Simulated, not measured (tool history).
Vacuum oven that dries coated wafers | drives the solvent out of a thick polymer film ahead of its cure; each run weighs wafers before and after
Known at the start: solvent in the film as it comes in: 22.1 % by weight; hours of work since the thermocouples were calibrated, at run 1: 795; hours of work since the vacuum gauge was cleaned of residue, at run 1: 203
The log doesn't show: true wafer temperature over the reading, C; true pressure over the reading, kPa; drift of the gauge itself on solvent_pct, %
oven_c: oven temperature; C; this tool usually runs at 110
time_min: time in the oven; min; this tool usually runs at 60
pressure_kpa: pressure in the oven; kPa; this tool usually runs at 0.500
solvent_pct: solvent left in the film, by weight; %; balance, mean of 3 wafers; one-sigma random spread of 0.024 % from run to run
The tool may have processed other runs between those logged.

run   hour  oven_c  time_min  pressure_kpa  hours of work since the thermocouples were calibrated  hours of work since the vacuum gauge was cleaned of residue  solvent_pct
  1    0.0     110        60         0.500                                                    795                                                          203         3.55
  2   15.2     110        60         0.500                                                    801                                                          210         3.51
  3   23.6     110        60         0.500                                                    805                                                          213         3.53
  4   37.0     110        60         0.827                                                    811                                                          219         3.75
  5   47.1     110        60         0.827                                                    815                                                          223         3.78
  6   62.0     110        60         0.500                                                    822                                                          230         3.56
  7   77.0     110        96         0.500                                                    828                                                          236         1.51
  8   83.8     110        60         0.931                                                    831                                                          239         3.79
  9   94.3     110        60         0.931                                                    835                                                          244         3.79
 10  101.5     110        60         0.931                                                    839                                                          247         3.76
 11  111.3     110        60         0.931                                                    843                                                          251         3.82
 12  120.0     110        60         0.931                                                    847                                                          255         3.77
 13  126.8     110       104         0.494                                                    850                                                          258         1.30
 14  142.8     110       104         0.494                                                    856                                                          265         1.31
 15  157.1     110       104         0.494                                                    863                                                          271         1.27
 16  168.5     119        39         0.494                                                    868                                                          276         3.55
 17  177.6      98        31         0.490                                                    871                                                          280        11.33
 18  192.5     109        94         0.280                                                    878                                                          286         1.59
 19  207.7     110        97         0.799                                                    884                                                          293         1.66
 20  218.8     106        53         0.799                                                    889                                                          298         5.55
 21  233.3     123        63         0.973                                                    896                                                          304         1.13

Alternative continuations, all from the tool just after run 21; predict every row:
  A  247.6     115        60         0.366                                                    902                                                          310            ?
  B  247.6     121        87         0.582                                                    902                                                          310            ?
  C  247.6     106       106         0.566                                                    902                                                          310            ?
  D  247.6     123        63         1.220                                                    902                                                          310            ?
  E  247.6     111        30         0.424                                                    902                                                          310            ?

run  solvent_pct
  A         2.31
  B         0.63
  C         1.93
  D         1.23
  E         7.54
With the hidden condition removed and each run's random variation left untouched, the same runs would have given:
run  solvent_pct
  A         2.57
  B         0.68
  C         2.15
  D         1.36
  E         7.93
